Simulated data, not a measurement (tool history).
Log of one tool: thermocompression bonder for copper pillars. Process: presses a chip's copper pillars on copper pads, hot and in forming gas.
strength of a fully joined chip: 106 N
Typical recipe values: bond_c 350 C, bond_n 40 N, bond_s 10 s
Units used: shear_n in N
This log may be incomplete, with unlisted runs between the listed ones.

run,hour,bond_c,bond_n,bond_s,shear_n
1,0,350,40,10,42.8
2,17.5,350,40,10,42.6
3,34.9,350,40,27,59.2
4,64.5,350,40,27,59.9
5,89.4,350,40,27,60.2
6,111.3,350,40,27,60.3
7,143.8,350,40,27,58.8
8,177.2,350,40,27,59.1
9,214.3,350,40,27,58.5
10,230,350,52,10,46.6
11,254.7,350,52,10,46.7
12,291.3,350,48,10,44.6
13,321,350,48,10,44.4
14,356.1,350,48,19,55.4
15,371.6,350,40,10,41.3
16,404.3,350,40,10,41
17,428.4,350,40,10,41.2
18,458.6,335,40,10,34.4
19,495.8,350,37,10,38.8
# hour 499.6: forming gas filter changed
# hour 509: force cell calibrated
20,522.6,350,36,10,43.1
21,552.8,361,27,10,41.9
22,578.1,322,40,9,29.9
23,598.4,335,28,8,28.2
24,630,376,33,25,70.4
25,645,360,25,10,40.6
26,661.5,330,36,14,37.6
27,692.5,379,30,16,60.7
28,724.2,379,30,16,61.3
29,745.9,379,30,16,60.7
30,782.1,379,30,16,59.8
31,818.7,379,30,20,63.8
32,850.5,333,52,10,40.4
33,880.7,362,40,10,48.7
34,903.9,350,36,19,51.2
35,932.2,323,32,19,35.4
36,960,350,48,5,35.5
37,986.8,350,48,5,35.8
38,1020.9,323,48,6,26.7
39,1054.3,377,48,6,50.8
40,1085.6,377,48,6,50.2

Here are 4 independent what-if runs from the current tool condition. What would each one return?
A,1102.1,331,30,19,?
B,1102.1,378,51,7,?
C,1102.1,350,31,11,?
D,1102.1,377,48,8,?

run,shear_n
A,37.4
B,53.9
C,38.7
D,54.6
With the hidden condition removed and each run's random variation left untouched, the same runs would have given:
run,shear_n
A,35.7
B,54
C,37.4
D,54.7
